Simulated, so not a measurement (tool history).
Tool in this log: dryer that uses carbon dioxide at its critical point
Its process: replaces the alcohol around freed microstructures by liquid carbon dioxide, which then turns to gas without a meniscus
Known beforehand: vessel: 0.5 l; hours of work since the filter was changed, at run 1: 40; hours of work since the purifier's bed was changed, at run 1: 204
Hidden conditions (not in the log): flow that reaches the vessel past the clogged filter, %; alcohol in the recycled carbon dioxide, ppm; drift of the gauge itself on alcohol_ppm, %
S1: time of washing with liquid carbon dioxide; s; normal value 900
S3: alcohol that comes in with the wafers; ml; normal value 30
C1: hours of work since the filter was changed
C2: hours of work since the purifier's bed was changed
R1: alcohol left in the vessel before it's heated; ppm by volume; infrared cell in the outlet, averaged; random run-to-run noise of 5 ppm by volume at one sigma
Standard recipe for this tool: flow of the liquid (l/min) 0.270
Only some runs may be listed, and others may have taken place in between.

run 1 hour=0.0 | S1=900 flow_of_the_liquid_(l/min)=0.270 S3=30 | C1=40 C2=204 | R1=51
run 2 hour=17.7 | S1=900 flow_of_the_liquid_(l/min)=0.270 S3=36 | C1=52 C2=216 | R1=47
run 3 hour=31.8 | S1=900 flow_of_the_liquid_(l/min)=0.289 S3=30 | C1=62 C2=226 | R1=36
run 4 hour=59.5 | S1=900 flow_of_the_liquid_(l/min)=0.289 S3=30 | C1=81 C2=246 | R1=38
run 5 hour=91.4 | S1=1260 flow_of_the_liquid_(l/min)=0.270 S3=30 | C1=104 C2=268 | R1=20
run 6 hour=111.9 | S1=1260 flow_of_the_liquid_(l/min)=0.270 S3=30 | C1=118 C2=282 | R1=32
run 7 hour=143.9 | S1=900 flow_of_the_liquid_(l/min)=0.270 S3=30 | C1=140 C2=304 | R1=87
run 8 hour=165.9 | S1=1200 flow_of_the_liquid_(l/min)=0.319 S3=33 | C1=155 C2=320 | R1=19
run 9 hour=197.3 | S1=900 flow_of_the_liquid_(l/min)=0.270 S3=82 | C1=177 C2=342 | R1=240
-- hour=212.4 inlet filter changed
run 10 hour=227.4 | S1=600 flow_of_the_liquid_(l/min)=0.341 S3=30 | C1=10 C2=362 | R1=115
run 11 hour=247.4 | S1=900 flow_of_the_liquid_(l/min)=0.270 S3=26 | C1=24 C2=376 | R1=51
run 12 hour=274.6 | S1=1080 flow_of_the_liquid_(l/min)=0.395 S3=25 | C1=43 C2=395 | R1=23
run 13 hour=297.9 | S1=1080 flow_of_the_liquid_(l/min)=0.395 S3=25 | C1=60 C2=411 | R1=18
run 14 hour=321.8 | S1=1080 flow_of_the_liquid_(l/min)=0.395 S3=25 | C1=76 C2=428 | R1=40

Consider 3 possible next runs. They are alternatives, not a sequence: every one starts from the tool as it was left by run 14. What does each give?
run A hour=336.1 | S1=780 flow_of_the_liquid_(l/min)=0.281 S3=44 | C1=86 C2=438 | R1=?
run B hour=336.1 | S1=1020 flow_of_the_liquid_(l/min)=0.209 S3=90 | C1=86 C2=438 | R1=?
run C hour=336.1 | S1=900 flow_of_the_liquid_(l/min)=0.188 S3=76 | C1=86 C2=438 | R1=?

run=A R1=159
run=B R1=369
run=C R1=1096
Without the tool's hidden state the same runs would have given:
run=A R1=84
run=B R1=216
run=C R1=734

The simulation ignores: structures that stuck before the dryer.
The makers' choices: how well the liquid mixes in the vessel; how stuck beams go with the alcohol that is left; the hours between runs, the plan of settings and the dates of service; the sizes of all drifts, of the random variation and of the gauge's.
